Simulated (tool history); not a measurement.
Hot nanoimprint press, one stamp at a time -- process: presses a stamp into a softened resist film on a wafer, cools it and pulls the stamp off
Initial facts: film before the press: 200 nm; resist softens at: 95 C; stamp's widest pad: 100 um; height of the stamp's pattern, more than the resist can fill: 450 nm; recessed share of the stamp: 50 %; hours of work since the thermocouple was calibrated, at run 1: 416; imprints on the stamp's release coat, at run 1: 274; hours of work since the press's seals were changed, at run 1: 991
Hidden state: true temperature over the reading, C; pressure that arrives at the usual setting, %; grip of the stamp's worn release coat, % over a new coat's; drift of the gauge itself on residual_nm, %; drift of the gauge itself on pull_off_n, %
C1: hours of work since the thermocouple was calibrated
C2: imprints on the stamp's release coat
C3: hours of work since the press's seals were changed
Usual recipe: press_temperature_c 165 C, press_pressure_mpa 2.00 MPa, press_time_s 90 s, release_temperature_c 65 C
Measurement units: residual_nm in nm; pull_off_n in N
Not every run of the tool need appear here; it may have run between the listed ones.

run 1 day=0.000 | press_temperature_c=165 press_pressure_mpa=2.00 press_time_s=90 release_temperature_c=65 | C1=416 C2=274 C3=991 | residual_nm=76.1 pull_off_n=219
-- day=1.412 plate thermocouple calibrated
-- day=3.004 stamp cleaned and given a new release coat
run 2 day=3.504 | press_temperature_c=165 press_pressure_mpa=3.11 press_time_s=90 release_temperature_c=65 | C1=32 C2=64 C3=1045 | residual_nm=59.4 pull_off_n=222
run 3 day=5.254 | press_temperature_c=165 press_pressure_mpa=1.66 press_time_s=90 release_temperature_c=65 | C1=62 C2=290 C3=1076 | residual_nm=82.8 pull_off_n=222
run 4 day=7.033 | press_temperature_c=165 press_pressure_mpa=2.00 press_time_s=90 release_temperature_c=67 | C1=93 C2=520 C3=1106 | residual_nm=75.5 pull_off_n=209
-- day=7.979 stamp cleaned and given a new release coat
run 5 day=10.312 | press_temperature_c=165 press_pressure_mpa=2.00 press_time_s=90 release_temperature_c=67 | C1=145 C2=302 C3=1158 | residual_nm=75.2 pull_off_n=209
run 6 day=11.788 | press_temperature_c=165 press_pressure_mpa=2.00 press_time_s=90 release_temperature_c=67 | C1=170 C2=492 C3=1184 | residual_nm=75.1 pull_off_n=207
-- day=12.429 press's hydraulic seals changed and the load cell set to zero
-- day=13.283 stamp cleaned and given a new release coat
run 7 day=14.654 | press_temperature_c=162 press_pressure_mpa=2.00 press_time_s=46 release_temperature_c=66 | C1=210 C2=177 C3=34 | residual_nm=103.7 pull_off_n=213
run 8 day=17.788 | press_temperature_c=162 press_pressure_mpa=2.00 press_time_s=46 release_temperature_c=66 | C1=263 C2=581 C3=88 | residual_nm=104.3 pull_off_n=214
-- day=18.329 stamp cleaned and given a new release coat
run 9 day=20.088 | press_temperature_c=162 press_pressure_mpa=3.02 press_time_s=47 release_temperature_c=66 | C1=299 C2=227 C3=123 | residual_nm=84.8 pull_off_n=216
run 10 day=22.192 | press_temperature_c=165 press_pressure_mpa=1.30 press_time_s=90 release_temperature_c=65 | C1=335 C2=498 C3=160 | residual_nm=93.4 pull_off_n=218

Alternative continuations, all from the tool just after run 10; predict every row:
-- day=23.308 stamp cleaned and given a new release coat
run A day=25.708 | press_temperature_c=165 press_pressure_mpa=2.00 press_time_s=64 release_temperature_c=65 | C1=391 C2=309 C3=216 | residual_nm=? pull_off_n=?
-- day=23.308 stamp cleaned and given a new release coat
run B day=25.708 | press_temperature_c=165 press_pressure_mpa=1.86 press_time_s=90 release_temperature_c=65 | C1=391 C2=309 C3=216 | residual_nm=? pull_off_n=?
-- day=23.308 stamp cleaned and given a new release coat
run C day=25.708 | press_temperature_c=163 press_pressure_mpa=3.19 press_time_s=75 release_temperature_c=65 | C1=391 C2=309 C3=216 | residual_nm=? pull_off_n=?
-- day=23.308 stamp cleaned and given a new release coat
run D day=25.708 | press_temperature_c=165 press_pressure_mpa=2.49 press_time_s=90 release_temperature_c=65 | C1=391 C2=309 C3=216 | residual_nm=? pull_off_n=?

run=A residual_nm=85.0 pull_off_n=218
run=B residual_nm=79.3 pull_off_n=221
run=C residual_nm=66.2 pull_off_n=223
run=D residual_nm=66.2 pull_off_n=222
The same runs, with their run-to-run variation unchanged, on a tool lacking any hidden condition would have given:
run=A residual_nm=84.9 pull_off_n=218
run=B residual_nm=79.2 pull_off_n=221
run=C residual_nm=66.1 pull_off_n=223
run=D residual_nm=66.1 pull_off_n=222
